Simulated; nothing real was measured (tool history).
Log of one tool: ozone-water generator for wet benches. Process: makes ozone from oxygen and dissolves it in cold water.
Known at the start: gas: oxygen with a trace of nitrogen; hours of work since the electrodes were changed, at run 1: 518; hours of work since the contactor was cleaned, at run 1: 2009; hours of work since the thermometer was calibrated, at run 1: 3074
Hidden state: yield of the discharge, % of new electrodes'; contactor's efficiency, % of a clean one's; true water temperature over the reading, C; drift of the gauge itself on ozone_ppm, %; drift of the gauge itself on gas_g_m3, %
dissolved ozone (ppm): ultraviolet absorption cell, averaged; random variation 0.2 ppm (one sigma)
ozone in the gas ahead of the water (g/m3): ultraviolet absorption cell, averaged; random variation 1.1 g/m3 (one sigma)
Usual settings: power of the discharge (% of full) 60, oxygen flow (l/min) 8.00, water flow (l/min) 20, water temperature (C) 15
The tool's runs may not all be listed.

run   hour  power of the discharge (% of full)  oxygen flow (l/min)  water flow (l/min)  water temperature (C)  hours of work since the electrodes were changed  hours of work since the contactor was cleaned  hours of work since the thermometer was calibrated  dissolved ozone (ppm)  ozone in the gas ahead of the water (g/m3)
  1    0.0                                  60                 8.00                  20                     15                                              518                                           2009                                                3074                   27.5                                       186.1
  2   28.0                                  56                 8.00                  20                     15                                              546                                           2037                                                3101                   26.9                                       175.4
  3   50.0                                  56                 8.00                  20                     15                                              567                                           2058                                                3123                   26.5                                       176.4
  4   79.1                                  60                 8.00                  20                     15                                              596                                           2087                                                3152                   27.6                                       185.3
  5   99.7                                  53                 8.00                  20                     15                                              616                                           2107                                                3172                   25.6                                       170.4
  6  126.7                                  60                 8.00                  20                     15                                              643                                           2134                                                3199                   27.4                                       182.8
  7  150.4                                  60                 8.00                  20                     15                                              666                                           2157                                                3222                   27.2                                       183.6
  8  172.3                                  60                 8.00                  20                     15                                              688                                           2179                                                3243                   27.8                                       183.0
  9  201.4                                  60                 8.00                  20                     14                                              716                                           2207                                                3272                   27.8                                       183.3
 10  214.7                                  88                 8.00                  20                     15                                              729                                           2220                                                3285                   35.0                                       230.8
 11  238.1                                  85                 8.00                  24                      7                                              752                                           2243                                                3308                   33.4                                       229.0
 12  261.0                                  85                 4.15                  29                      7                                              775                                           2266                                                3331                   28.2                                       347.6
 13  275.4                                  81                 4.24                  14                      7                                              789                                           2280                                                3345                   51.8                                       334.9
 14  293.5                                  60                 8.78                  20                      8                                              807                                           2298                                                3363                   30.1                                       173.5
 15  318.0                                  57                12.45                  29                     15                                              831                                           2322                                                3387                   18.9                                       132.9

Run 16 comes next. What will it give?
 16  333.1                                  58                 8.00                  20                     15                                              846                                           2337                                                3402                      ?                                           ?

Run 16 gave dissolved ozone (ppm) 26.7, ozone in the gas ahead of the water (g/m3) 178.0.
Without the tool's hidden state the same run would have given dissolved ozone (ppm) 28.6, ozone in the gas ahead of the water (g/m3) 184.0.
